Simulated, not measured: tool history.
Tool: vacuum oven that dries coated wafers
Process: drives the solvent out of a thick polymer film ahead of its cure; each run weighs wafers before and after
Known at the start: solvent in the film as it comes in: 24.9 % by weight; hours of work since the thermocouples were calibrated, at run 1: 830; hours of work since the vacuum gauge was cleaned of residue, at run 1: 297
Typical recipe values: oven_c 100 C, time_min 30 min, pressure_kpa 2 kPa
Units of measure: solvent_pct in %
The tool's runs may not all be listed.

| run | hour | oven_c | time_min | pressure_kpa | hours of work since the thermocouples were calibrated | hours of work since the vacuum gauge was cleaned of residue | solvent_pct |
|---|---|---|---|---|---|---|---|
| 1 | 0 | 100 | 30 | 2 | 830 | 297 | 3.9 |
| 2 | 21.1 | 100 | 40 | 2 | 845 | 312 | 2.37 |
| 3 | 38.7 | 100 | 30 | 2 | 858 | 324 | 3.85 |
| 4 | 58.6 | 100 | 30 | 2 | 872 | 338 | 3.99 |
| 5 | 86.8 | 100 | 30 | 2 | 891 | 358 | 3.92 |
| 6 | 105.8 | 100 | 17 | 2 | 905 | 371 | 7.7 |
| 7 | 121.2 | 108 | 30 | 2 | 915 | 382 | 1.93 |
| 8 | 156.1 | 94 | 30 | 2 | 940 | 406 | 5.98 |
| 9 | 173 | 94 | 30 | 2 | 952 | 418 | 6.03 |
| 10 | 203.4 | 100 | 30 | 2 | 973 | 439 | 3.83 |
| 11 | 237.4 | 100 | 30 | 2 | 997 | 463 | 3.87 |
| 12 | 263.5 | 92 | 30 | 2 | 1015 | 482 | 6.76 |
| 13 | 281.9 | 100 | 30 | 7.72 | 1028 | 495 | 5.5 |
| 14 | 297 | 100 | 30 | 7.72 | 1039 | 505 | 5.45 |
| 15 | 323.6 | 100 | 30 | 7.72 | 1058 | 524 | 5.62 |
| 16 | 356.3 | 100 | 30 | 7.72 | 1080 | 547 | 5.54 |
| 17 | 388.1 | 100 | 30 | 7.72 | 1103 | 569 | 5.68 |
| 18 | 409.2 | 100 | 30 | 2.95 | 1118 | 584 | 4.12 |
| 19 | 432 | 114 | 30 | 2 | 1134 | 600 | 0.93 |
|  | 436.6 | oven's thermocouples calibrated |
| 20 | 449 | 114 | 30 | 2 | 9 | 610 | 1.02 |
| 21 | 475.7 | 100 | 30 | 2 | 27 | 629 | 4.01 |
| 22 | 508.9 | 100 | 30 | 2 | 51 | 652 | 3.93 |
| 23 | 541.3 | 86 | 30 | 1.74 | 73 | 675 | 9.1 |
| 24 | 570.4 | 87 | 15 | 2 | 94 | 696 | 13.56 |
| 25 | 599.8 | 108 | 38 | 3.58 | 115 | 716 | 1.65 |
| 26 | 615.7 | 103 | 38 | 3.33 | 126 | 727 | 2.46 |
| 27 | 650.3 | 103 | 38 | 3.33 | 150 | 752 | 2.44 |
| 28 | 669.5 | 92 | 18 | 3.85 | 163 | 765 | 10.85 |
| 29 | 701.7 | 92 | 18 | 3.85 | 186 | 788 | 10.92 |
| 30 | 735.4 | 92 | 18 | 3.85 | 210 | 811 | 11.1 |
| 31 | 761.8 | 100 | 17 | 2 | 228 | 830 | 7.76 |
| 32 | 789.4 | 100 | 20 | 2.1 | 248 | 849 | 6.58 |
| 33 | 819.7 | 100 | 20 | 2.1 | 269 | 871 | 6.55 |
| 34 | 843.5 | 100 | 20 | 2.1 | 286 | 887 | 6.69 |
| 35 | 870.2 | 97 | 42 | 2 | 304 | 906 | 2.97 |
| 36 | 892.7 | 97 | 42 | 2 | 320 | 922 | 3.09 |
| 37 | 909.4 | 100 | 24 | 2 | 332 | 933 | 5.32 |
| 38 | 926.2 | 100 | 24 | 2 | 344 | 945 | 5.33 |
| 39 | 944.7 | 112 | 24 | 1.58 | 357 | 958 | 1.89 |
| 40 | 968.1 | 100 | 48 | 1.54 | 373 | 975 | 1.59 |
| 41 | 983.9 | 90 | 30 | 2 | 384 | 986 | 7.77 |
| 42 | 1006.1 | 90 | 30 | 2 | 400 | 1001 | 7.63 |
| 43 | 1031.6 | 96 | 30 | 1.88 | 418 | 1019 | 5.28 |

4 ways to go on from here, each from the tool as it stands after run 43. What would each give?
| A | 1046.1 | 91 | 35 | 2 | 428 | 1029 | ? |
| B | 1046.1 | 93 | 30 | 1.63 | 428 | 1029 | ? |
| C | 1046.1 | 96 | 40 | 7.8 | 428 | 1029 | ? |
| D | 1046.1 | 93 | 34 | 5.83 | 428 | 1029 | ? |

| run | solvent_pct |
|---|---|
| A | 6.1 |
| B | 6.36 |
| C | 5.63 |
| D | 6.99 |
Without the tool's hidden state the same runs would have given:
| run | solvent_pct |
|---|---|
| A | 6.13 |
| B | 6.39 |
| C | 5.66 |
| D | 7.02 |
